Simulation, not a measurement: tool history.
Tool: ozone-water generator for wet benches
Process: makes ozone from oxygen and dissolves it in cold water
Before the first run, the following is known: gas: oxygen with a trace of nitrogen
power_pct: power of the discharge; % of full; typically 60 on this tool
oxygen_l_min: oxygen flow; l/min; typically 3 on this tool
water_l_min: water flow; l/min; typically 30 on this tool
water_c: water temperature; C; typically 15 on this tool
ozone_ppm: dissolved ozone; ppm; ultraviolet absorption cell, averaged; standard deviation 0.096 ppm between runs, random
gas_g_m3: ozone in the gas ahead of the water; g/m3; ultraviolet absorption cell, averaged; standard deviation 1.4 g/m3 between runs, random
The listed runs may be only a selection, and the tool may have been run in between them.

run,hour,power_pct,oxygen_l_min,water_l_min,water_c,ozone_ppm,gas_g_m3
1,0,60,3,30,15,14.58,250.9
2,66,60,3,30,15,14.64,249.6
3,173.9,60,3,30,15,14.72,250.6
4,258.9,90,3,30,15,19.5,332.6
5,353.5,60,3,30,15,14.53,250.3
6,459,60,3,30,15,14.63,252.1
7,589.1,60,3,30,15,14.43,251.5
# hour 664: water thermometer calibrated
8,699.1,60,3,30,15,14.75,251.9
9,781.9,60,3,30,15,14.66,255.6
10,874,60,3,23,15,19.51,252.4
11,937.8,60,3,23,15,19.26,250.7
12,1009.7,60,3,23,15,19.45,253.3
13,1085.3,86,3,23,15,24.96,328.4
14,1183.7,60,3,30,15,14.63,253.7
15,1291.4,41,3,30,15,11.11,194.8
16,1412.3,54,4.38,41,16,10.45,193.1
17,1547.9,49,3,43,19,8.25,219.4
18,1690.4,49,3,43,19,8,220.9
19,1803.1,49,3,43,19,8.01,221.9
20,1941.2,44,2.62,40,9,8.19,219.8
21,2004,44,2.62,40,9,8.36,221.3
22,2130.2,60,3,30,8,15.18,256
23,2238.7,60,3,30,18,14.21,254.6
24,2358.3,85,3,44,17,11.68,327
25,2491.3,92,1.62,44,17,10.05,474.8
26,2608.9,60,2.16,38,15,9.96,303.5
27,2690.2,60,2.16,38,15,9.93,305

Below are 5 alternative next runs, each starting from the tool's condition after run 27. Predict each:
A,2764.4,69,3.57,26,15,?,?
B,2764.4,60,2.01,30,15,?,?
C,2764.4,60,3,30,11,?,?
D,2764.4,60,3,30,16,?,?
E,2764.4,89,2.16,38,15,?,?

run,ozone_ppm,gas_g_m3
A,19.75,259.3
B,12.94,315.1
C,14.94,256.6
D,14.59,257.4
E,13.12,399.5
With no hidden state in the tool, these same runs would have given:
run,ozone_ppm,gas_g_m3
A,19.77,253
B,12.96,307.5
C,14.96,250.4
D,14.61,251.2
E,13.14,389.9
